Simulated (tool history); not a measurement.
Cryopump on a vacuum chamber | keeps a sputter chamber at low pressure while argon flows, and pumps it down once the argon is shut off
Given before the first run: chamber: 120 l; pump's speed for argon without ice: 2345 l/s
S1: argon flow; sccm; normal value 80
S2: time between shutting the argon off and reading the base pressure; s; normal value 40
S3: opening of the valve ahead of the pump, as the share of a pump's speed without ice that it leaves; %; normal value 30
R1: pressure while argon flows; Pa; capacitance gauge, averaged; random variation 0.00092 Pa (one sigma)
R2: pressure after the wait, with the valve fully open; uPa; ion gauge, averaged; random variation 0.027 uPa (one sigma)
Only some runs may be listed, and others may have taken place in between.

Run 1, day 0.000: usual settings. Result: R1 0.1989 Pa, R2 2.35 uPa.
Run 2, day 4.158: usual settings but S2 173 s. Result: R1 0.2016 Pa, R2 1.58 uPa.
Run 3, day 8.383: usual settings but S2 173 s. Result: R1 0.1997 Pa, R2 1.66 uPa.
Run 4, day 12.079: usual settings but S2 173 s. Result: R1 0.2015 Pa, R2 1.75 uPa.
Run 5, day 15.596: usual settings but S1 54 sccm, S2 173 s. Result: R1 0.1369 Pa, R2 1.76 uPa.
Run 6, day 18.838: usual settings but S1 54 sccm, S2 173 s, S3 36 %. Result: R1 0.1159 Pa, R2 1.82 uPa.
Run 7, day 22.767: usual settings but S1 54 sccm, S2 173 s, S3 36 %. Result: R1 0.1171 Pa, R2 1.81 uPa.
Run 8, day 25.996: usual settings but S1 54 sccm, S2 173 s, S3 36 %. Result: R1 0.1168 Pa, R2 1.88 uPa.
Run 9, day 30.246: usual settings but S3 17 %. Result: R1 0.3564 Pa, R2 2.83 uPa.
Run 10, day 32.342: usual settings but S2 174 s, S3 17 %. Result: R1 0.3560 Pa, R2 2.00 uPa.
Run 11, day 34.988: usual settings. Result: R1 0.2082 Pa, R2 2.84 uPa.
Run 12, day 38.271: usual settings. Result: R1 0.2109 Pa, R2 2.90 uPa.
Run 13, day 41.346: usual settings. Result: R1 0.2137 Pa, R2 2.93 uPa.
Run 14, day 43.358: usual settings. Result: R1 0.2122 Pa, R2 2.96 uPa.
At day 46.033: pump warmed up, emptied and cooled again.
Run 15, day 47.721: usual settings. Result: R1 0.1967 Pa, R2 2.68 uPa.
Run 16, day 50.496: usual settings but S1 61 sccm. Result: R1 0.1496 Pa, R2 2.68 uPa.
Run 17, day 52.771: usual settings but S1 61 sccm. Result: R1 0.1503 Pa, R2 2.74 uPa.
Run 18, day 55.833: usual settings but S2 60 s, S3 52 %. Result: R1 0.1170 Pa, R2 2.38 uPa.
At day 57.071: leaking fittings of the chamber tightened, without venting.
Run 19, day 58.904: usual settings but S1 49 sccm, S2 85 s. Result: R1 0.1225 Pa, R2 0.65 uPa.
Run 20, day 62.779: usual settings but S1 49 sccm, S2 85 s. Result: R1 0.1230 Pa, R2 0.67 uPa.
Run 21, day 66.721: usual settings but S1 82 sccm, S2 65 s, S3 25 %. Result: R1 0.2450 Pa, R2 0.88 uPa.
Run 22, day 69.333: usual settings but S2 112 s, S3 28 %. Result: R1 0.2159 Pa, R2 0.61 uPa.
Run 23, day 71.167: usual settings but S2 112 s, S3 28 %. Result: R1 0.2148 Pa, R2 0.64 uPa.
Run 24, day 73.992: usual settings but S2 112 s, S3 28 %. Result: R1 0.2165 Pa, R2 0.67 uPa.
Run 25, day 76.312: usual settings but S1 58 sccm, S2 71 s. Result: R1 0.1473 Pa, R2 0.92 uPa.
Run 26, day 78.433: usual settings but S1 58 sccm, S2 44 s, S3 27 %. Result: R1 0.1632 Pa, R2 1.29 uPa.
Run 27, day 82.417: usual settings but S1 58 sccm, S2 44 s, S3 27 %. Result: R1 0.1659 Pa, R2 1.37 uPa.
Run 28, day 86.546: usual settings but S1 66 sccm, S2 98 s, S3 24 %. Result: R1 0.2120 Pa, R2 0.81 uPa.
Run 29, day 90.742: usual settings but S1 66 sccm, S2 98 s, S3 24 %. Result: R1 0.2127 Pa, R2 0.89 uPa.
Run 30, day 93.671: usual settings but S2 43 s, S3 57 %. Result: R1 0.1206 Pa, R2 1.45 uPa.
Run 31, day 96.258: usual settings but S1 117 sccm, S2 43 s, S3 31 %. Result: R1 0.2998 Pa, R2 1.48 uPa.
Run 32, day 99.633: usual settings but S1 117 sccm, S2 43 s, S3 31 %. Result: R1 0.3014 Pa, R2 1.52 uPa.

Run 33, settings as shown, results not yet in. Your forecast:
Run 33, day 102.400: usual settings but S1 93 sccm, S2 43 s, S3 47 %. Result: R1 ?, R2 ?.

R1: 0.1672 Pa
R2: 1.55 uPa
The same run, on a tool lacking any hidden state, would have yielded R1 0.1427 Pa, R2 1.13 uPa.

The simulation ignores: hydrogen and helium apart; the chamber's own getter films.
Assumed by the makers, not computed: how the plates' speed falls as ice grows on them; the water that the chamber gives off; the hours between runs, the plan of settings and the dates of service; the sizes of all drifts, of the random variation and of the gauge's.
